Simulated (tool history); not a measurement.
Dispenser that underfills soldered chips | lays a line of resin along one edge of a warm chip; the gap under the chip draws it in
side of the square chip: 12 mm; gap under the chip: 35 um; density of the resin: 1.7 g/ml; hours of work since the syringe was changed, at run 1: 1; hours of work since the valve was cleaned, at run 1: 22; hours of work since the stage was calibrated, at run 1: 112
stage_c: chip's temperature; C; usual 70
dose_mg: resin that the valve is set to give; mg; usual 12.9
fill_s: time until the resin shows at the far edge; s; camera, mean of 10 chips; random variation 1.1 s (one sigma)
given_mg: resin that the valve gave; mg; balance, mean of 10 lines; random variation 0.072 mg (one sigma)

| run | hour | stage_c | dose_mg | hours of work since the syringe was changed | hours of work since the valve was cleaned | hours of work since the stage was calibrated | fill_s | given_mg |
|---|---|---|---|---|---|---|---|---|
| 1 | 0.0 | 70 | 12.9 | 1 | 22 | 112 | 115.1 | 12.70 |
| 2 | 5.9 | 78 | 12.9 | 5 | 26 | 117 | 118.8 | 12.68 |
|  | 8.4 | new syringe of resin |
| 3 | 12.1 | 70 | 12.9 | 3 | 31 | 121 | 133.4 | 12.60 |
| 4 | 15.8 | 70 | 12.9 | 6 | 34 | 124 | 170.5 | 12.56 |
|  | 18.4 | new syringe of resin |
| 5 | 22.0 | 70 | 12.9 | 3 | 38 | 128 | 132.9 | 12.39 |
|  | 28.2 | new syringe of resin |
| 6 | 28.4 | 70 | 12.9 | 0 | 43 | 133 | 107.5 | 12.40 |
| 7 | 31.4 | 70 | 12.9 | 2 | 45 | 135 | 132.5 | 12.45 |

The next listed run, before its measurement:
|  | 37.9 | new syringe of resin |
| 8 | 37.9 | 59 | 13.7 | 0 | 50 | 140 | ? | ? |

Run 8 gave fill_s 181.9 s, given_mg 12.91 mg.
Without the tool's hidden state the same run would have given fill_s 188.4 s, given_mg 13.51 mg.

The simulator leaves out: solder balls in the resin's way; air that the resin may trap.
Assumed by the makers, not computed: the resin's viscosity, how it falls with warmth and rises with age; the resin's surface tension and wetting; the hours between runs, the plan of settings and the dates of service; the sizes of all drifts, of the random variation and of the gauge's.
